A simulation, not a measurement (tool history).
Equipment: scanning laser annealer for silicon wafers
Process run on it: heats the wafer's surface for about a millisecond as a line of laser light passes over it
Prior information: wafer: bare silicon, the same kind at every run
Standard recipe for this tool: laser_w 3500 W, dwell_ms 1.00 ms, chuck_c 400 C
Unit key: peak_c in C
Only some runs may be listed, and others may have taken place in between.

| run | hour | laser_w | dwell_ms | chuck_c | peak_c |
|---|---|---|---|---|---|
| 1 | 0.0 | 3500 | 1.00 | 400 | 1148 |
| 2 | 8.9 | 3500 | 1.00 | 400 | 1146 |
| 3 | 21.9 | 3500 | 1.00 | 400 | 1150 |
| 4 | 35.2 | 3500 | 1.00 | 400 | 1149 |
| 5 | 50.9 | 3500 | 1.00 | 400 | 1151 |
| 6 | 68.2 | 3500 | 1.00 | 400 | 1143 |
| 7 | 79.6 | 3500 | 1.00 | 400 | 1146 |
| 8 | 98.5 | 3500 | 1.00 | 378 | 1122 |
| 9 | 111.0 | 3500 | 1.00 | 378 | 1123 |
| 10 | 121.0 | 3500 | 1.00 | 400 | 1142 |
| 11 | 129.7 | 3500 | 1.00 | 400 | 1142 |
| 12 | 146.6 | 3500 | 1.00 | 400 | 1169 |
| 13 | 164.3 | 3500 | 1.00 | 400 | 1169 |
| 14 | 185.3 | 3500 | 1.00 | 400 | 1167 |
| 15 | 205.5 | 3500 | 1.00 | 400 | 1168 |
| 16 | 225.3 | 3500 | 0.83 | 400 | 1105 |
| 17 | 240.4 | 3135 | 0.95 | 366 | 1026 |
| 18 | 260.6 | 3275 | 0.78 | 382 | 1018 |
| 19 | 280.3 | 3280 | 0.76 | 368 | 997 |
| 20 | 296.8 | 3280 | 0.76 | 368 | 994 |
| 21 | 312.2 | 3500 | 1.00 | 370 | 1133 |
| 22 | 330.4 | 3155 | 1.00 | 374 | 1048 |
| 23 | 341.6 | 3841 | 1.00 | 413 | 1263 |
| 24 | 350.3 | 3729 | 1.11 | 400 | 1259 |
| 25 | 369.9 | 3781 | 1.07 | 387 | 1246 |
| 26 | 385.0 | 3781 | 1.07 | 387 | 1244 |

Removed from this log: 1 entry logged between the listed runs. Between which two listed runs does each belong, and how does the tool's hidden state at the listed run before it compare with that at the listed run after it?
In the gap between runs 11 and 12: window over the wafer cleaned (hour 138.3)
  light that passes the window, % of a clean one's: 96.84 -> 99.9; width of the line over the set one, %: 1.24 -> 1.27
  the result without the hidden state subtracted from the measured one, peak_c: -37 -> -9 C
